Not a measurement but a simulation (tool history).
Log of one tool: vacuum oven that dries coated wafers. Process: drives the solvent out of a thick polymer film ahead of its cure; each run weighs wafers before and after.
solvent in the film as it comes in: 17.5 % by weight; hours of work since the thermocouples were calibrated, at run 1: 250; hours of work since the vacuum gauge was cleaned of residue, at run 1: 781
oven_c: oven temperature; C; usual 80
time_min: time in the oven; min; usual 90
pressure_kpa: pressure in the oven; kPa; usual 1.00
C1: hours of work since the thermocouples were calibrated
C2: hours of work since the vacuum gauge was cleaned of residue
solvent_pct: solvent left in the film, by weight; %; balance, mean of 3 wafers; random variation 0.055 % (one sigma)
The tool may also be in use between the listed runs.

run 1 hour=0.0 | oven_c=80 time_min=90 pressure_kpa=1.00 | C1=250 C2=781 | solvent_pct=3.07
run 2 hour=19.3 | oven_c=80 time_min=90 pressure_kpa=1.00 | C1=265 C2=796 | solvent_pct=3.12
run 3 hour=43.4 | oven_c=75 time_min=90 pressure_kpa=1.00 | C1=283 C2=814 | solvent_pct=5.15
run 4 hour=84.9 | oven_c=75 time_min=90 pressure_kpa=1.00 | C1=315 C2=846 | solvent_pct=5.10
run 5 hour=102.6 | oven_c=66 time_min=90 pressure_kpa=1.00 | C1=328 C2=859 | solvent_pct=8.99
run 6 hour=142.3 | oven_c=66 time_min=90 pressure_kpa=0.62 | C1=359 C2=889 | solvent_pct=8.83
run 7 hour=162.9 | oven_c=66 time_min=90 pressure_kpa=0.62 | C1=374 C2=905 | solvent_pct=8.68
run 8 hour=199.4 | oven_c=80 time_min=90 pressure_kpa=1.00 | C1=402 C2=933 | solvent_pct=3.03
run 9 hour=217.7 | oven_c=80 time_min=90 pressure_kpa=1.00 | C1=416 C2=947 | solvent_pct=3.10
run 10 hour=250.7 | oven_c=80 time_min=90 pressure_kpa=1.00 | C1=441 C2=972 | solvent_pct=3.08
run 11 hour=281.5 | oven_c=80 time_min=90 pressure_kpa=1.00 | C1=464 C2=995 | solvent_pct=3.15
run 12 hour=320.5 | oven_c=80 time_min=90 pressure_kpa=1.00 | C1=494 C2=1025 | solvent_pct=3.08
run 13 hour=353.6 | oven_c=80 time_min=90 pressure_kpa=1.00 | C1=519 C2=1050 | solvent_pct=3.07
run 14 hour=389.6 | oven_c=80 time_min=90 pressure_kpa=1.00 | C1=546 C2=1077 | solvent_pct=3.01
run 15 hour=415.6 | oven_c=80 time_min=90 pressure_kpa=1.00 | C1=566 C2=1097 | solvent_pct=2.99
run 16 hour=447.9 | oven_c=80 time_min=90 pressure_kpa=1.00 | C1=591 C2=1122 | solvent_pct=2.94
run 17 hour=482.6 | oven_c=80 time_min=90 pressure_kpa=1.00 | C1=617 C2=1148 | solvent_pct=2.96
run 18 hour=502.1 | oven_c=80 time_min=90 pressure_kpa=1.00 | C1=632 C2=1163 | solvent_pct=3.01
run 19 hour=519.6 | oven_c=80 time_min=90 pressure_kpa=1.00 | C1=645 C2=1176 | solvent_pct=3.03
run 20 hour=551.7 | oven_c=80 time_min=77 pressure_kpa=1.00 | C1=670 C2=1201 | solvent_pct=3.63
run 21 hour=570.0 | oven_c=80 time_min=90 pressure_kpa=1.00 | C1=684 C2=1214 | solvent_pct=2.98
run 22 hour=592.0 | oven_c=80 time_min=90 pressure_kpa=1.00 | C1=700 C2=1231 | solvent_pct=3.03
run 23 hour=631.0 | oven_c=80 time_min=90 pressure_kpa=1.00 | C1=730 C2=1261 | solvent_pct=3.08
run 24 hour=648.0 | oven_c=72 time_min=51 pressure_kpa=1.00 | C1=743 C2=1274 | solvent_pct=8.91
run 25 hour=684.1 | oven_c=94 time_min=102 pressure_kpa=0.61 | C1=770 C2=1301 | solvent_pct=0.22
run 26 hour=709.8 | oven_c=94 time_min=102 pressure_kpa=0.61 | C1=790 C2=1321 | solvent_pct=0.29
run 27 hour=729.7 | oven_c=68 time_min=55 pressure_kpa=1.26 | C1=805 C2=1336 | solvent_pct=10.06
run 28 hour=750.8 | oven_c=80 time_min=90 pressure_kpa=0.54 | C1=821 C2=1352 | solvent_pct=2.80
run 29 hour=788.0 | oven_c=80 time_min=90 pressure_kpa=0.54 | C1=849 C2=1380 | solvent_pct=2.63
run 30 hour=812.3 | oven_c=80 time_min=90 pressure_kpa=0.54 | C1=868 C2=1399 | solvent_pct=2.67
run 31 hour=838.6 | oven_c=80 time_min=59 pressure_kpa=0.54 | C1=888 C2=1419 | solvent_pct=4.61
run 32 hour=875.3 | oven_c=85 time_min=122 pressure_kpa=0.60 | C1=916 C2=1446 | solvent_pct=0.71
run 33 hour=899.9 | oven_c=80 time_min=78 pressure_kpa=1.00 | C1=934 C2=1465 | solvent_pct=3.48
run 34 hour=925.7 | oven_c=95 time_min=50 pressure_kpa=1.00 | C1=954 C2=1485 | solvent_pct=0.93
run 35 hour=964.3 | oven_c=80 time_min=94 pressure_kpa=2.96 | C1=983 C2=1514 | solvent_pct=3.56
run 36 hour=989.4 | oven_c=84 time_min=100 pressure_kpa=1.39 | C1=1002 C2=1533 | solvent_pct=1.60
run 37 hour=1018.3 | oven_c=84 time_min=86 pressure_kpa=1.06 | C1=1024 C2=1555 | solvent_pct=1.72
run 38 hour=1051.8 | oven_c=77 time_min=53 pressure_kpa=1.81 | C1=1050 C2=1581 | solvent_pct=6.86
run 39 hour=1088.8 | oven_c=77 time_min=148 pressure_kpa=1.00 | C1=1078 C2=1609 | solvent_pct=1.99
run 40 hour=1108.7 | oven_c=77 time_min=148 pressure_kpa=1.00 | C1=1093 C2=1624 | solvent_pct=1.94
run 41 hour=1132.6 | oven_c=79 time_min=105 pressure_kpa=1.00 | C1=1111 C2=1642 | solvent_pct=2.66
run 42 hour=1162.5 | oven_c=79 time_min=105 pressure_kpa=1.00 | C1=1134 C2=1665 | solvent_pct=2.52
run 43 hour=1202.7 | oven_c=72 time_min=132 pressure_kpa=1.00 | C1=1164 C2=1695 | solvent_pct=4.11
-- hour=1214.1 oven's thermocouples calibrated
run 44 hour=1232.7 | oven_c=72 time_min=132 pressure_kpa=1.00 | C1=14 C2=1717 | solvent_pct=5.02
run 45 hour=1270.9 | oven_c=72 time_min=132 pressure_kpa=1.07 | C1=43 C2=1746 | solvent_pct=5.17
run 46 hour=1304.2 | oven_c=65 time_min=90 pressure_kpa=1.00 | C1=69 C2=1771 | solvent_pct=9.62

Forecast each of these 3 alternatives for the next run:
run A hour=1321.7 | oven_c=80 time_min=67 pressure_kpa=0.84 | C1=82 C2=1784 | solvent_pct=?
run B hour=1321.7 | oven_c=65 time_min=90 pressure_kpa=0.90 | C1=82 C2=1784 | solvent_pct=?
run C hour=1321.7 | oven_c=80 time_min=90 pressure_kpa=1.05 | C1=82 C2=1784 | solvent_pct=?

run=A solvent_pct=4.86
run=B solvent_pct=9.69
run=C solvent_pct=3.67
Without the tool's hidden state the same runs would have given:
run=A solvent_pct=4.73
run=B solvent_pct=9.54
run=C solvent_pct=3.53
